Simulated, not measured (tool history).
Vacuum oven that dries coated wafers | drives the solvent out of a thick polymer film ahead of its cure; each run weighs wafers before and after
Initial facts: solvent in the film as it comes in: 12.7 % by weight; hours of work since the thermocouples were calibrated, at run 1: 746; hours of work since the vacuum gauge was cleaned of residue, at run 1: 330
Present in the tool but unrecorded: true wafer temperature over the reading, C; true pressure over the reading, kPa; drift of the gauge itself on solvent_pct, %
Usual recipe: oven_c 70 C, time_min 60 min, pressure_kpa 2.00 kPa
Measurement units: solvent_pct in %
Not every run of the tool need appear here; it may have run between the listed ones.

run   hour  oven_c  time_min  pressure_kpa  hours of work since the thermocouples were calibrated  hours of work since the vacuum gauge was cleaned of residue  solvent_pct
  1    0.0      70        60          2.00                                                    746                                                          330         1.59
  2   20.8      70        60          2.46                                                    755                                                          339         1.86
  3   41.8      70        60          2.00                                                    763                                                          348         1.61
  4   62.0      59        60          2.00                                                    772                                                          356         3.88
  5   86.5      70        60          4.29                                                    782                                                          367         2.90
  6  104.0      70        60          4.29                                                    790                                                          374         2.93
  7  115.2      70        60          4.29                                                    795                                                          379         2.93
  8  129.7      70        60          3.03                                                    801                                                          385         2.20
  9  147.8      70        60          3.90                                                    808                                                          393         2.67
 10  167.0      70        60          5.28                                                    817                                                          401         3.50
 11  181.1      70        60          5.28                                                    823                                                          407         3.53
 12  193.6      70        60          5.28                                                    828                                                          412         3.50
 13  212.5      70        60          5.28                                                    836                                                          420         3.48
 14  237.6      70        60          5.28                                                    847                                                          431         3.51
 15  249.2      70        60          5.28                                                    851                                                          436         3.52
 16  262.3      70        60          5.28                                                    857                                                          441         3.47
 17  282.5      70        60          7.91                                                    866                                                          450         5.01
 18  305.3      73        60          2.00                                                    875                                                          460         1.28
 19  319.4      70        78          2.00                                                    881                                                          466         1.41
 20  338.6      70        78          2.00                                                    889                                                          474         1.33
 21  352.7      70        78          2.00                                                    895                                                          480         1.38
 22  376.4      56        78          2.00                                                    905                                                          490         3.91
 23  400.4      56        78          2.00                                                    916                                                          500         3.89
 24  421.8      56        38          2.00                                                    925                                                          509         5.99
 25  442.2      56        38          2.00                                                    933                                                          518         5.99
 26  465.3      78       101          1.52                                                    943                                                          528         0.68
 27  484.3      78       101          1.52                                                    951                                                          536         0.71
 28  503.6      55        64          6.24                                                    959                                                          544         8.49
 29  521.2      55        64          6.24                                                    967                                                          551         8.53
 30  534.4      55        64          6.24                                                    972                                                          557         8.55
 31  558.1      55        64          6.24                                                    983                                                          567         8.50
 32  575.2      76        81          3.10                                                    990                                                          574         1.49
 33  599.6      76        81          4.84                                                   1000                                                          585         2.31
 34  617.1      81        60          3.22                                                   1008                                                          592         1.25
 35  638.8      78        31          2.00                                                   1017                                                          601         1.40
 36  658.6      70        88          1.92                                                   1025                                                          610         1.23
 37  673.7      70        38          3.00                                                   1032                                                          616         2.91
 38  697.9      82        50          2.00                                                   1042                                                          626         0.75
 39  708.7      82        50          2.00                                                   1046                                                          631         0.76

Here are 3 independent what-if runs from the current tool condition. What would each one return?
  A  732.7      74        60          2.97                                                   1057                                                          641            ?
  B  732.7      82        39          1.27                                                   1057                                                          641            ?
  C  732.7      68        42          1.27                                                   1057                                                          641            ?

run  solvent_pct
  A         1.65
  B         0.56
  C         2.08
What these runs would have given with no unlogged condition in the tool:
run  solvent_pct
  A         1.74
  B         0.58
  C         2.31

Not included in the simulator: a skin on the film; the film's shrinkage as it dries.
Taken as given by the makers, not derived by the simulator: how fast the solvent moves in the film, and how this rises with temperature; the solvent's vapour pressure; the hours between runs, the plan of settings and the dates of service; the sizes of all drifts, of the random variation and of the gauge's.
